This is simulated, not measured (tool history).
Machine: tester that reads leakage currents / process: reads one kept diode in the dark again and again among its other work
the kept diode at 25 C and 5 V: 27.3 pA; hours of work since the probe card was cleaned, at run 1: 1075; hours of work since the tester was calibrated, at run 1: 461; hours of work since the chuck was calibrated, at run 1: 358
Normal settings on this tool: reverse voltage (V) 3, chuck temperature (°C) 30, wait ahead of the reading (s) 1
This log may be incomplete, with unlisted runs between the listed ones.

| run | hour | reverse voltage (V) | chuck temperature (°C) | wait ahead of the reading (s) | hours of work since the probe card was cleaned | hours of work since the tester was calibrated | hours of work since the chuck was calibrated | current that the tester gives (pA) |
|---|---|---|---|---|---|---|---|---|
| 1 | 0 | 3 | 30 | 1 | 1075 | 461 | 358 | 38.52 |
| 2 | 33.3 | 3 | 23 | 1 | 1096 | 483 | 380 | 22.1 |
| 3 | 52.2 | 3 | 30 | 1 | 1108 | 495 | 392 | 38.72 |
| 4 | 85.6 | 3 | 30 | 1 | 1130 | 516 | 413 | 38.77 |
| 5 | 112.8 | 3 | 30 | 1 | 1147 | 534 | 431 | 39.1 |
| 6 | 141.9 | 3 | 30 | 1 | 1166 | 552 | 449 | 39.44 |
| 7 | 169.1 | 2.26 | 30 | 1 | 1183 | 570 | 467 | 34.51 |
| 8 | 189 | 2.26 | 30 | 1 | 1196 | 582 | 480 | 34.7 |
|  | 194.9 | chuck's temperature calibrated |
| 9 | 209.3 | 1.11 | 30 | 1 | 1208 | 594 | 9 | 26.3 |
| 10 | 236.4 | 3 | 30 | 0.31 | 1225 | 612 | 27 | 43.32 |
| 11 | 255 | 3 | 30 | 0.31 | 1237 | 624 | 39 | 43.23 |
| 12 | 294.7 | 3.9 | 59 | 0.31 | 1263 | 649 | 64 | 401.75 |
|  | 323.8 | chuck's temperature calibrated, once more |
| 13 | 335.7 | 3.9 | 59 | 0.31 | 1288 | 674 | 8 | 350.09 |
| 14 | 365.9 | 1.13 | 39 | 8.38 | 1307 | 693 | 27 | 46.41 |
| 15 | 391.4 | 1.13 | 39 | 8.38 | 1323 | 710 | 43 | 46.42 |
| 16 | 429.3 | 5.21 | 57 | 0.3 | 1348 | 734 | 68 | 349.09 |
| 17 | 467.7 | 4.1 | 57 | 1.44 | 1372 | 759 | 92 | 312.27 |
| 18 | 508.5 | 1.18 | 57 | 1.41 | 1399 | 785 | 119 | 183.38 |
| 19 | 550.9 | 9.93 | 31 | 7.82 | 1426 | 812 | 146 | 68.39 |
| 20 | 571.1 | 9.93 | 59 | 0.42 | 1439 | 825 | 159 | 538.86 |
| 21 | 605.3 | 16.74 | 26 | 1.41 | 1461 | 847 | 181 | 64.21 |

Measured result minus the same run's result without the hidden state. Both carry the same run-to-run variation, though not necessarily the same gauge scatter:
The hidden state here: stray current of the dirty probe card, pA a volt; current scale over the true one, %; true chuck temperature over the reading, C; drift of the gauge itself on leakage_pa, %.
| run | current that the tester gives (pA) |
|---|---|
| 1 | +4.12 |
| 2 | +3.03 |
| 3 | +4.41 |
| 4 | +4.57 |
| 5 | +4.75 |
| 6 | +4.94 |
| 7 | +4.29 |
| 8 | +4.39 |
| 9 | +4.27 |
| 10 | +7.34 |
| 11 | +7.42 |
| 12 | +53.79 |
| 13 | -0.72 |
| 14 | +0.37 |
| 15 | +0.52 |
| 16 | +3.46 |
| 17 | +4.21 |
| 18 | +2.67 |
| 19 | +6.76 |
| 20 | +14.53 |
| 21 | +11.01 |
